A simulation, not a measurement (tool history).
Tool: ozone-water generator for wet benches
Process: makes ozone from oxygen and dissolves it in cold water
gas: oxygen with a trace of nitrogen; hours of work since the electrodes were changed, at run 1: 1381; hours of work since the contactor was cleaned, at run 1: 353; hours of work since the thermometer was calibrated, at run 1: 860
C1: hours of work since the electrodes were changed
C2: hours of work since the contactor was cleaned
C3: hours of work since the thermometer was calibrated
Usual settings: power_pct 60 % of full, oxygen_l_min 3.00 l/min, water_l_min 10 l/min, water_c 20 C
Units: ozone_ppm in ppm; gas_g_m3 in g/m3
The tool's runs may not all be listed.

run 1 day=0.000 | power_pct=60 oxygen_l_min=3.00 water_l_min=10 water_c=20 | C1=1381 C2=353 C3=860 | ozone_ppm=18.8 gas_g_m3=173.0
run 2 day=1.854 | power_pct=60 oxygen_l_min=3.00 water_l_min=10 water_c=20 | C1=1410 C2=382 C3=890 | ozone_ppm=18.8 gas_g_m3=173.3
run 3 day=4.533 | power_pct=60 oxygen_l_min=3.00 water_l_min=10 water_c=20 | C1=1452 C2=424 C3=932 | ozone_ppm=18.6 gas_g_m3=173.0
run 4 day=7.758 | power_pct=60 oxygen_l_min=3.00 water_l_min=13 water_c=20 | C1=1503 C2=474 C3=982 | ozone_ppm=14.5 gas_g_m3=172.7
run 5 day=10.250 | power_pct=60 oxygen_l_min=3.00 water_l_min=12 water_c=20 | C1=1542 C2=514 C3=1021 | ozone_ppm=15.5 gas_g_m3=173.6
run 6 day=12.996 | power_pct=60 oxygen_l_min=3.00 water_l_min=12 water_c=20 | C1=1585 C2=557 C3=1065 | ozone_ppm=15.8 gas_g_m3=176.0
run 7 day=14.392 | power_pct=60 oxygen_l_min=3.00 water_l_min=12 water_c=20 | C1=1607 C2=579 C3=1086 | ozone_ppm=15.5 gas_g_m3=174.2
run 8 day=16.404 | power_pct=60 oxygen_l_min=3.00 water_l_min=10 water_c=20 | C1=1639 C2=610 C3=1118 | ozone_ppm=18.5 gas_g_m3=173.7
run 9 day=17.896 | power_pct=60 oxygen_l_min=3.00 water_l_min=10 water_c=20 | C1=1662 C2=634 C3=1141 | ozone_ppm=18.5 gas_g_m3=174.9
run 10 day=20.967 | power_pct=60 oxygen_l_min=3.00 water_l_min=10 water_c=20 | C1=1710 C2=682 C3=1190 | ozone_ppm=18.7 gas_g_m3=174.4
run 11 day=22.421 | power_pct=60 oxygen_l_min=3.00 water_l_min=10 water_c=20 | C1=1733 C2=705 C3=1213 | ozone_ppm=18.9 gas_g_m3=174.8
run 12 day=25.100 | power_pct=60 oxygen_l_min=3.00 water_l_min=10 water_c=20 | C1=1775 C2=747 C3=1255 | ozone_ppm=18.3 gas_g_m3=175.6
run 13 day=26.858 | power_pct=60 oxygen_l_min=3.00 water_l_min=14 water_c=20 | C1=1803 C2=774 C3=1282 | ozone_ppm=13.5 gas_g_m3=174.3
run 14 day=29.446 | power_pct=60 oxygen_l_min=3.00 water_l_min=14 water_c=20 | C1=1843 C2=815 C3=1323 | ozone_ppm=13.6 gas_g_m3=173.1
run 15 day=31.417 | power_pct=60 oxygen_l_min=3.00 water_l_min=14 water_c=20 | C1=1874 C2=846 C3=1354 | ozone_ppm=13.4 gas_g_m3=175.0
run 16 day=34.417 | power_pct=60 oxygen_l_min=3.00 water_l_min=10 water_c=20 | C1=1922 C2=893 C3=1401 | ozone_ppm=18.7 gas_g_m3=176.4
run 17 day=37.554 | power_pct=60 oxygen_l_min=3.00 water_l_min=10 water_c=20 | C1=1971 C2=942 C3=1450 | ozone_ppm=18.7 gas_g_m3=175.9
run 18 day=39.221 | power_pct=90 oxygen_l_min=2.22 water_l_min=9 water_c=22 | C1=1997 C2=969 C3=1476 | ozone_ppm=25.2 gas_g_m3=260.7
run 19 day=41.604 | power_pct=60 oxygen_l_min=2.33 water_l_min=10 water_c=20 | C1=2034 C2=1006 C3=1514 | ozone_ppm=17.7 gas_g_m3=192.5
run 20 day=43.662 | power_pct=60 oxygen_l_min=2.33 water_l_min=10 water_c=20 | C1=2067 C2=1038 C3=1546 | ozone_ppm=17.9 gas_g_m3=190.3
run 21 day=46.858 | power_pct=60 oxygen_l_min=3.00 water_l_min=10 water_c=20 | C1=2117 C2=1088 C3=1596 | ozone_ppm=19.0 gas_g_m3=175.7
run 22 day=49.629 | power_pct=86 oxygen_l_min=3.00 water_l_min=6 water_c=20 | C1=2160 C2=1132 C3=1640 | ozone_ppm=35.3 gas_g_m3=227.8
run 23 day=51.088 | power_pct=60 oxygen_l_min=5.38 water_l_min=10 water_c=15 | C1=2183 C2=1155 C3=1663 | ozone_ppm=21.5 gas_g_m3=144.2

Forecast run 24:
run 24 day=52.896 | power_pct=60 oxygen_l_min=5.38 water_l_min=10 water_c=15 | C1=2212 C2=1183 C3=1691 | ozone_ppm=? gas_g_m3=?

ozone_ppm: 21.4 ppm
gas_g_m3: 144.3 g/m3
Without the tool's hidden state the same run would have given ozone_ppm 21.4 ppm, gas_g_m3 141.3 g/m3.
